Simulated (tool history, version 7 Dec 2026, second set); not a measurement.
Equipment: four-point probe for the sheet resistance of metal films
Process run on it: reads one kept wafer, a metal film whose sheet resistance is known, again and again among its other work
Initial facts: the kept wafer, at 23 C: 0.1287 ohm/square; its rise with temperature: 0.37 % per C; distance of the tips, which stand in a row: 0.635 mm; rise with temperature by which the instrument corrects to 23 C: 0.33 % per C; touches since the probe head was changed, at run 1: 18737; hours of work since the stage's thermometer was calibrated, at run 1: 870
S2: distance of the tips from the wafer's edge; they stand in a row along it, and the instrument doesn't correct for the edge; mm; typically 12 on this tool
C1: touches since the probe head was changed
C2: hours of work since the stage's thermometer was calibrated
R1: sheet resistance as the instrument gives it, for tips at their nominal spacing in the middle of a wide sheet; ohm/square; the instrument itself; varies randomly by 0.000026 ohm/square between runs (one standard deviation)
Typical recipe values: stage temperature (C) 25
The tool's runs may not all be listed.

run 1 hour=0 | stage_temperature_(C)=25 S2=12 | C1=18737 C2=870 | R1=0.129137
run 2 hour=14.5 | stage_temperature_(C)=25 S2=62 | C1=19152 C2=880 | R1=0.128898
run 3 hour=25.1 | stage_temperature_(C)=24 S2=62 | C1=19457 C2=887 | R1=0.1289
run 4 hour=35.3 | stage_temperature_(C)=19 S2=12 | C1=19748 C2=894 | R1=0.128855
run 5 hour=48.2 | stage_temperature_(C)=25 S2=4 | C1=20119 C2=902 | R1=0.130646
run 6 hour=60.6 | stage_temperature_(C)=25 S2=4 | C1=20473 C2=910 | R1=0.1307
run 7 hour=73.8 | stage_temperature_(C)=25 S2=4 | C1=20851 C2=919 | R1=0.130665
run 8 hour=88.3 | stage_temperature_(C)=25 S2=4 | C1=21268 C2=929 | R1=0.130654
run 9 hour=100.3 | stage_temperature_(C)=25 S2=4 | C1=21610 C2=936 | R1=0.130687
run 10 hour=109 | stage_temperature_(C)=25 S2=4 | C1=21860 C2=942 | R1=0.130693
run 11 hour=117.1 | stage_temperature_(C)=25 S2=4 | C1=22092 C2=948 | R1=0.130736
run 12 hour=130 | stage_temperature_(C)=25 S2=4 | C1=22462 C2=956 | R1=0.130684
run 13 hour=140.6 | stage_temperature_(C)=25 S2=12 | C1=22766 C2=963 | R1=0.129198
run 14 hour=155.6 | stage_temperature_(C)=25 S2=12 | C1=23193 C2=973 | R1=0.129222
run 15 hour=166.7 | stage_temperature_(C)=25 S2=12 | C1=23514 C2=980 | R1=0.129212
run 16 hour=176.9 | stage_temperature_(C)=25 S2=12 | C1=23805 C2=987 | R1=0.129189
run 17 hour=191.6 | stage_temperature_(C)=25 S2=12 | C1=24227 C2=997 | R1=0.129155
run 18 hour=199.1 | stage_temperature_(C)=25 S2=12 | C1=24441 C2=1002 | R1=0.129187
run 19 hour=207.4 | stage_temperature_(C)=25 S2=12 | C1=24680 C2=1007 | R1=0.129216
run 20 hour=222.3 | stage_temperature_(C)=25 S2=12 | C1=25105 C2=1017 | R1=0.129245
run 21 hour=236.7 | stage_temperature_(C)=25 S2=12 | C1=25518 C2=1026 | R1=0.129206
run 22 hour=250 | stage_temperature_(C)=25 S2=12 | C1=25900 C2=1035 | R1=0.129182
run 23 hour=265.1 | stage_temperature_(C)=25 S2=12 | C1=26332 C2=1045 | R1=0.129233
run 24 hour=273.8 | stage_temperature_(C)=25 S2=12 | C1=26580 C2=1051 | R1=0.129249
run 25 hour=285.5 | stage_temperature_(C)=30 S2=22 | C1=26915 C2=1059 | R1=0.129322
run 26 hour=302.3 | stage_temperature_(C)=29 S2=36 | C1=27398 C2=1070 | R1=0.129248
run 27 hour=318.3 | stage_temperature_(C)=23 S2=31 | C1=27854 C2=1080 | R1=0.128966
run 28 hour=335.3 | stage_temperature_(C)=23 S2=31 | C1=28341 C2=1091 | R1=0.129017
run 29 hour=351.8 | stage_temperature_(C)=29 S2=5 | C1=28815 C2=1102 | R1=0.13041
run 30 hour=361.8 | stage_temperature_(C)=20 S2=34 | C1=29100 C2=1109 | R1=0.128845
run 31 hour=370.7 | stage_temperature_(C)=27 S2=10 | C1=29358 C2=1115 | R1=0.129436
run 32 hour=380.3 | stage_temperature_(C)=20 S2=30 | C1=29632 C2=1121 | R1=0.128856
run 33 hour=396.6 | stage_temperature_(C)=20 S2=30 | C1=30099 C2=1132 | R1=0.128905
run 34 hour=413.1 | stage_temperature_(C)=26 S2=15 | C1=30571 C2=1143 | R1=0.129275
run 35 hour=424.3 | stage_temperature_(C)=22 S2=33 | C1=30892 C2=1150 | R1=0.128992
run 36 hour=436.1 | stage_temperature_(C)=24 S2=32 | C1=31229 C2=1158 | R1=0.129104
run 37 hour=451.8 | stage_temperature_(C)=30 S2=39 | C1=31681 C2=1168 | R1=0.129365
run 38 hour=467.6 | stage_temperature_(C)=30 S2=39 | C1=32132 C2=1179 | R1=0.129376
run 39 hour=481.7 | stage_temperature_(C)=30 S2=39 | C1=32536 C2=1188 | R1=0.129375
run 40 hour=497.3 | stage_temperature_(C)=33 S2=39 | C1=32983 C2=1198 | R1=0.129497
run 41 hour=512.9 | stage_temperature_(C)=20 S2=6 | C1=33431 C2=1209 | R1=0.129689
run 42 hour=523.2 | stage_temperature_(C)=28 S2=66 | C1=33724 C2=1215 | R1=0.129316
run 43 hour=532.7 | stage_temperature_(C)=28 S2=66 | C1=33997 C2=1222 | R1=0.129293
run 44 hour=545.6 | stage_temperature_(C)=28 S2=66 | C1=34367 C2=1230 | R1=0.129237
run 45 hour=559.5 | stage_temperature_(C)=19 S2=19 | C1=34765 C2=1239 | R1=0.128925

4 ways to go on from here, each from the tool as it stands after run 45. What would each give?
run A hour=572.6 | stage_temperature_(C)=34 S2=19 | C1=35140 C2=1248 | R1=?
run B hour=572.6 | stage_temperature_(C)=21 S2=12 | C1=35140 C2=1248 | R1=?
run C hour=572.6 | stage_temperature_(C)=21 S2=31 | C1=35140 C2=1248 | R1=?
run D hour=572.6 | stage_temperature_(C)=20 S2=25 | C1=35140 C2=1248 | R1=?

run=A R1=0.12963
run=B R1=0.129174
run=C R1=0.128997
run=D R1=0.128977
The same runs, with their run-to-run variation unchanged, on a tool lacking any hidden condition would have given:
run=A R1=0.129255
run=B R1=0.128789
run=C R1=0.128612
run=D R1=0.128592

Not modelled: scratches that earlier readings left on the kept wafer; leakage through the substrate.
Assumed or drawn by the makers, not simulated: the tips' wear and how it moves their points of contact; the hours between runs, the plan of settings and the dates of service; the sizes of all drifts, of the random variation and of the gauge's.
